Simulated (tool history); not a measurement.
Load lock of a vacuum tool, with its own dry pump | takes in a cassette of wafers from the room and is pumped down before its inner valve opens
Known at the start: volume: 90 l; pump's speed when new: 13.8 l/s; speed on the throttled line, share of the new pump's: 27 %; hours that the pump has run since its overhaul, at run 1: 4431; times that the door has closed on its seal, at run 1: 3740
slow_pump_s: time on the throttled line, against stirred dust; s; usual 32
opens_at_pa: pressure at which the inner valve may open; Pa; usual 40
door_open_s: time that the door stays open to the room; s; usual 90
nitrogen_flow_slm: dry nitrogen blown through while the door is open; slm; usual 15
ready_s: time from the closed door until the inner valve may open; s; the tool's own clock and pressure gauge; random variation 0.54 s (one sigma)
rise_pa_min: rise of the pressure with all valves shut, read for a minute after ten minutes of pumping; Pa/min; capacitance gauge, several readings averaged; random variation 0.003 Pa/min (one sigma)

run	day	slow_pump_s	opens_at_pa	door_open_s	nitrogen_flow_slm	hours that the pump has run since its overhaul	times that the door has closed on its seal	incoming humidity of the room's air, %	ready_s	rise_pa_min
1	0.000	32	40	90	15	4431	3740	45.6	79.4	0.040
2	7.550	32	40	90	8	4612	4136	46.4	79.1	0.048
3	13.858	32	40	90	8	4763	4465	44.6	79.9	0.048
4	19.996	32	40	90	8	4911	4787	46.7	80.7	0.058
5	27.079	32	40	90	15	5081	5157	44.2	80.4	0.047
6	33.346	32	40	82	15	5231	5485	44.8	80.6	0.045
7	43.654	28	61	202	15	5478	6024	44.1	75.5	0.065
8	50.575	17	40	90	7	5645	6386	43.7	69.9	0.059
9	59.654	32	33	26	15	5862	6861	44.3	82.2	0.035
10	69.112	32	33	26	15	6089	7356	45.5	82.9	0.031

Forecast each of these 5 alternatives for the next run:
A	74.350	32	40	34	15	6215	7630	43.3	?	?
B	74.350	18	53	47	15	6215	7630	43.4	?	?
C	74.350	32	40	67	4	6215	7630	45.1	?	?
D	74.350	22	33	26	15	6215	7630	47.0	?	?
E	74.350	26	33	26	15	6215	7630	45.4	?	?

run	ready_s	rise_pa_min
A	81.6	0.039
B	69.9	0.041
C	81.5	0.060
D	77.6	0.042
E	80.2	0.036
Without the tool's hidden state the same runs would have given:
run	ready_s	rise_pa_min
A	74.3	0.018
B	62.2	0.021
C	74.1	0.039
D	69.4	0.021
E	72.3	0.015

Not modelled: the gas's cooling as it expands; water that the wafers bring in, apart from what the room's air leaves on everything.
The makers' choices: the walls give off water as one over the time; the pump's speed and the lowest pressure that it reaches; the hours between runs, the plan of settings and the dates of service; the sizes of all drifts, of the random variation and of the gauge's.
